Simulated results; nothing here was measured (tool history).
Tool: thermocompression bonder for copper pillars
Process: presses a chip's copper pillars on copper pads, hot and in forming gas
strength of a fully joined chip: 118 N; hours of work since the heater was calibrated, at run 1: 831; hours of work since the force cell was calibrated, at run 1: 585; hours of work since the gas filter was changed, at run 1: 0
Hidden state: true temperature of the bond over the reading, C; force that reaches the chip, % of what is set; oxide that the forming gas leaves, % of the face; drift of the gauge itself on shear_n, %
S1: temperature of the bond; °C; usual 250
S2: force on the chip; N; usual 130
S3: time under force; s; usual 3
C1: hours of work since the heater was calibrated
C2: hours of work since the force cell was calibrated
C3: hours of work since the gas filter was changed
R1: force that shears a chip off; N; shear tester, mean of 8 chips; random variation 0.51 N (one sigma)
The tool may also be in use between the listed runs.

| run | hour | S1 | S2 | S3 | C1 | C2 | C3 | R1 |
|---|---|---|---|---|---|---|---|---|
| 1 | 0.0 | 250 | 130 | 3 | 831 | 585 | 0 | 41.7 |
| 2 | 59.3 | 258 | 130 | 3 | 873 | 627 | 42 | 45.9 |
| 3 | 136.7 | 258 | 130 | 3 | 927 | 681 | 96 | 44.1 |
| 4 | 204.7 | 259 | 130 | 3 | 975 | 729 | 144 | 44.5 |
|  | 246.9 | force cell calibrated |
| 5 | 271.0 | 259 | 130 | 3 | 1021 | 17 | 189 | 44.6 |
| 6 | 318.0 | 259 | 130 | 3 | 1054 | 50 | 223 | 43.8 |
|  | 354.9 | forming gas filter changed |
|  | 413.8 | force cell calibrated, once more |
| 7 | 414.0 | 269 | 130 | 3 | 1120 | 0 | 40 | 48.2 |
| 8 | 481.0 | 262 | 130 | 3 | 1167 | 47 | 88 | 44.3 |
| 9 | 542.3 | 250 | 130 | 3 | 1210 | 90 | 131 | 37.9 |
| 10 | 590.7 | 250 | 130 | 3 | 1244 | 124 | 165 | 38.7 |
| 11 | 677.4 | 250 | 130 | 3 | 1305 | 185 | 226 | 37.1 |
|  | 709.1 | forming gas filter changed |
| 12 | 742.1 | 250 | 130 | 3 | 1350 | 230 | 23 | 39.6 |
| 13 | 803.2 | 250 | 130 | 3 | 1393 | 273 | 66 | 39.9 |
|  | 839.7 | heater calibrated with a thermocouple chip |
| 14 | 892.6 | 250 | 130 | 3 | 37 | 335 | 128 | 42.4 |
| 15 | 940.4 | 250 | 130 | 3 | 71 | 369 | 161 | 40.9 |
| 16 | 986.7 | 250 | 111 | 3 | 103 | 401 | 194 | 36.0 |
| 17 | 1049.4 | 250 | 111 | 3 | 147 | 445 | 238 | 36.6 |
|  | 1068.4 | forming gas filter changed |
| 18 | 1143.3 | 259 | 130 | 3 | 213 | 511 | 53 | 47.8 |
| 19 | 1232.7 | 228 | 130 | 3 | 276 | 574 | 116 | 31.0 |
| 20 | 1291.2 | 228 | 130 | 8 | 317 | 615 | 157 | 44.6 |
| 21 | 1359.2 | 239 | 175 | 7 | 365 | 663 | 205 | 58.3 |
|  | 1425.4 | forming gas filter changed |
| 22 | 1451.8 | 239 | 175 | 7 | 430 | 727 | 19 | 62.4 |
|  | 1493.7 | force cell calibrated |
| 23 | 1506.2 | 239 | 175 | 7 | 467 | 9 | 56 | 58.7 |
| 24 | 1560.1 | 239 | 175 | 7 | 505 | 47 | 94 | 57.5 |
| 25 | 1649.9 | 268 | 83 | 6 | 568 | 110 | 157 | 46.5 |
| 26 | 1741.7 | 268 | 83 | 6 | 632 | 174 | 221 | 46.0 |
|  | 1779.9 | forming gas filter changed |
| 27 | 1783.7 | 249 | 107 | 3 | 662 | 204 | 3 | 35.5 |
| 28 | 1841.4 | 262 | 138 | 5 | 702 | 244 | 43 | 58.2 |
| 29 | 1883.2 | 250 | 79 | 3 | 732 | 274 | 73 | 27.9 |
| 30 | 1976.7 | 250 | 79 | 3 | 797 | 339 | 138 | 27.3 |
| 31 | 2053.0 | 250 | 79 | 3 | 851 | 393 | 192 | 27.0 |
|  | 2133.0 | forming gas filter changed |
| 32 | 2133.0 | 250 | 79 | 3 | 907 | 449 | 0 | 28.7 |
| 33 | 2189.1 | 227 | 111 | 3 | 946 | 488 | 39 | 26.4 |
| 34 | 2262.1 | 258 | 87 | 5 | 998 | 540 | 91 | 41.0 |
| 35 | 2303.9 | 258 | 87 | 5 | 1027 | 569 | 120 | 40.5 |
| 36 | 2391.2 | 258 | 87 | 5 | 1089 | 630 | 182 | 40.7 |
| 37 | 2476.9 | 258 | 79 | 3 | 1149 | 691 | 242 | 29.3 |
|  | 2485.9 | forming gas filter changed |
| 38 | 2542.1 | 258 | 79 | 2 | 1194 | 736 | 40 | 25.7 |
|  | 2570.3 | force cell calibrated |
| 39 | 2584.4 | 247 | 137 | 5 | 1223 | 10 | 68 | 47.5 |
| 40 | 2674.5 | 250 | 112 | 7 | 1286 | 73 | 132 | 47.1 |

Forecast each of these 3 alternatives for the next run:
| A | 2719.8 | 250 | 107 | 3 | 1318 | 105 | 163 | ? |
| B | 2719.8 | 268 | 130 | 3 | 1318 | 105 | 163 | ? |
| C | 2719.8 | 269 | 110 | 2 | 1318 | 105 | 163 | ? |

| run | R1 |
|---|---|
| A | 32.7 |
| B | 45.6 |
| C | 35.4 |
Without the tool's hidden state the same runs would have given:
| run | R1 |
|---|---|
| A | 37.6 |
| B | 51.9 |
| C | 40.4 |

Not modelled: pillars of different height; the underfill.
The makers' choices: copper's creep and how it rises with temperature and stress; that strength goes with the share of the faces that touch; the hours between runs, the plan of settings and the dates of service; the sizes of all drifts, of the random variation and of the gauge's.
